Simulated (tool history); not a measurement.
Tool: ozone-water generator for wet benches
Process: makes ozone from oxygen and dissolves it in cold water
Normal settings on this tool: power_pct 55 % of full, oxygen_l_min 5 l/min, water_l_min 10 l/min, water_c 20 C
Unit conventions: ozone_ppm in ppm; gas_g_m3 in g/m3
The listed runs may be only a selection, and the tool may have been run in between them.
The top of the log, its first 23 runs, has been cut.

run 24 hour=3562 | power_pct=74 oxygen_l_min=4.63 water_l_min=7 water_c=26 | ozone_ppm=32.3 gas_g_m3=234.4
run 25 hour=3704.6 | power_pct=74 oxygen_l_min=4.63 water_l_min=7 water_c=26 | ozone_ppm=32.2 gas_g_m3=233.8
run 26 hour=3831.7 | power_pct=66 oxygen_l_min=3.88 water_l_min=7 water_c=26 | ozone_ppm=31.4 gas_g_m3=240.3
run 27 hour=3935.5 | power_pct=62 oxygen_l_min=5 water_l_min=7 water_c=20 | ozone_ppm=32.9 gas_g_m3=202.8
run 28 hour=4062.8 | power_pct=62 oxygen_l_min=5 water_l_min=7 water_c=20 | ozone_ppm=32.9 gas_g_m3=202
run 29 hour=4161.5 | power_pct=79 oxygen_l_min=3.29 water_l_min=6 water_c=23 | ozone_ppm=39.6 gas_g_m3=276.1
run 30 hour=4253 | power_pct=73 oxygen_l_min=8.46 water_l_min=7 water_c=20 | ozone_ppm=31.1 gas_g_m3=172.3
run 31 hour=4409.2 | power_pct=73 oxygen_l_min=8.46 water_l_min=7 water_c=20 | ozone_ppm=30.8 gas_g_m3=168
run 32 hour=4527.5 | power_pct=46 oxygen_l_min=2.87 water_l_min=10 water_c=13 | ozone_ppm=26.1 gas_g_m3=220.3

Predict each of these 5 candidate next runs independently; none follows another, all start after run 32:
run A hour=4733.3 | power_pct=55 oxygen_l_min=5 water_l_min=12 water_c=27 | ozone_ppm=? gas_g_m3=?
run B hour=4733.3 | power_pct=46 oxygen_l_min=7.27 water_l_min=10 water_c=16 | ozone_ppm=? gas_g_m3=?
run C hour=4733.3 | power_pct=46 oxygen_l_min=5.88 water_l_min=7 water_c=21 | ozone_ppm=? gas_g_m3=?
run D hour=4733.3 | power_pct=55 oxygen_l_min=2.91 water_l_min=10 water_c=13 | ozone_ppm=? gas_g_m3=?
run E hour=4733.3 | power_pct=55 oxygen_l_min=4.79 water_l_min=10 water_c=20 | ozone_ppm=? gas_g_m3=?

run=A ozone_ppm=19 gas_g_m3=186.1
run=B ozone_ppm=23.4 gas_g_m3=142.9
run=C ozone_ppm=25.7 gas_g_m3=156.4
run=D ozone_ppm=27.3 gas_g_m3=238.6
run=E ozone_ppm=24.5 gas_g_m3=189.9
What these runs would have given with no unlogged condition in the tool:
run=A ozone_ppm=25.3 gas_g_m3=234.4
run=B ozone_ppm=30.2 gas_g_m3=174.9
run=C ozone_ppm=33 gas_g_m3=191.7
run=D ozone_ppm=36.2 gas_g_m3=300.4
run=E ozone_ppm=32.5 gas_g_m3=239
